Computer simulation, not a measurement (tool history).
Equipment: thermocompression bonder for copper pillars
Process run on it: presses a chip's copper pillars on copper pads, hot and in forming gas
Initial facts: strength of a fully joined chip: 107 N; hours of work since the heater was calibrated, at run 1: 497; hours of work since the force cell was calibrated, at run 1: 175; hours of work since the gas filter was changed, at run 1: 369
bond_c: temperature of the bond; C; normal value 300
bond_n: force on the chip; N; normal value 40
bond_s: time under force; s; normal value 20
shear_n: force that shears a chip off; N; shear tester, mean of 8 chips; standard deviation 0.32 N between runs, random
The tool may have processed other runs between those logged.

run     day  bond_c  bond_n  bond_s  hours of work since the heater was calibrated  hours of work since the force cell was calibrated  hours of work since the gas filter was changed  shear_n
  1   0.000     300      40      20                                            497                                                175                                             369     48.9
  2   0.796     300      40      13                                            507                                                185                                             379     42.1
  3   1.496     300      50      20                                            515                                                193                                             387     59.8
  4   1.950     300      50      20                                            521                                                198                                             393     59.2
  5   2.483     270      40      20                                            527                                                205                                             399     37.8
      2.542  -- forming gas filter changed
  6   3.079     270      40      20                                            534                                                212                                               6     42.5
  7   3.438     300      40      20                                            538                                                216                                              11     54.7
  8   4.146     300      40      20                                            547                                                224                                              19     55.1
  9   4.504     300      57      20                                            551                                                229                                              23     73.8
 10   4.938     300      57      20                                            556                                                234                                              29     74.5
 11   5.662     300      57      20                                            565                                                242                                              37     74.9
 12   6.471     300      57      52                                            574                                                252                                              47     90.5
 13   6.829     300      57      52                                            579                                                256                                              51     89.6
 14   7.442     300      57      52                                            586                                                264                                              59     89.4
 15   8.029     320      57      52                                            593                                                271                                              66     95.6
 16   8.700     326      57      52                                            601                                                279                                              74     96.4
 17   9.271     326      57      52                                            608                                                286                                              80     96.0
      9.433  -- heater calibrated with a thermocouple chip
 18  10.204     317      40      20                                              9                                                296                                              91     60.6
 19  11.029     300      40      20                                             19                                                306                                             100     54.1
 20  11.650     300      40      20                                             26                                                313                                             108     54.2
     11.817  -- heater calibrated with a thermocouple chip, once more
 21  12.108     300      40      20                                              3                                                318                                             112     51.3
 22  12.554     328      39      43                                              9                                                323                                             118     74.7
 23  12.946     328      36      12                                             14                                                328                                             122     47.4
 24  13.408     297      51      49                                             19                                                333                                             128     79.8
 25  13.996     299      60      25                                             26                                                340                                             135     77.2
 26  14.546     299      34      25                                             33                                                347                                             142     45.9
 27  15.071     280      37      59                                             39                                                353                                             148     58.6
 28  15.754     328      37      34                                             47                                                361                                             156     67.5
 29  16.229     294      26      26                                             53                                                367                                             162     33.3
 30  16.850     294      26      26                                             60                                                374                                             169     33.8
 31  17.454     294      50      32                                             67                                                381                                             176     69.1
 32  18.142     323      34      34                                             76                                                390                                             185     61.1
 33  18.858     323      29      12                                             84                                                398                                             193     35.2
 34  19.512     323      29      12                                             92                                                406                                             201     35.5
 35  20.267     286      35      24                                            101                                                415                                             210     41.5
 36  20.983     321      37      48                                            110                                                424                                             218     70.6
 37  21.396     281      52      24                                            115                                                429                                             223     60.5
 38  21.988     307      39      18                                            122                                                436                                             230     49.8
 39  22.496     321      37      20                                            128                                                442                                             237     54.2
 40  23.096     321      37      20                                            135                                                449                                             244     54.0
 41  23.517     275      29      19                                            140                                                454                                             249     27.3

Results per run with the tool's hidden condition removed, run-to-run variation unchanged:
Hidden state present: true temperature of the bond over the reading, C; force that reaches the chip, % of what is set; oxide that the forming gas leaves, % of the face; drift of the gauge itself on shear_n, %.
run  shear_n
  1     51.8
  2     44.5
  3     64.1
  4     63.5
  5     40.0
  6     40.0
  7     52.1
  8     52.5
  9     71.3
 10     72.0
 11     72.5
 12     89.2
 13     88.4
 14     88.3
 15     95.3
 16     96.5
 17     96.3
 18     58.5
 19     52.0
 20     52.1
 21     51.5
 22     75.6
 23     47.6
 24     81.1
 25     78.5
 26     46.2
 27     59.2
 28     68.6
 29     33.5
 30     34.0
 31     70.5
 32     62.3
 33     35.6
 34     36.0
 35     42.1
 36     72.8
 37     62.1
 38     51.0
 39     55.7
 40     55.5
 41     27.8
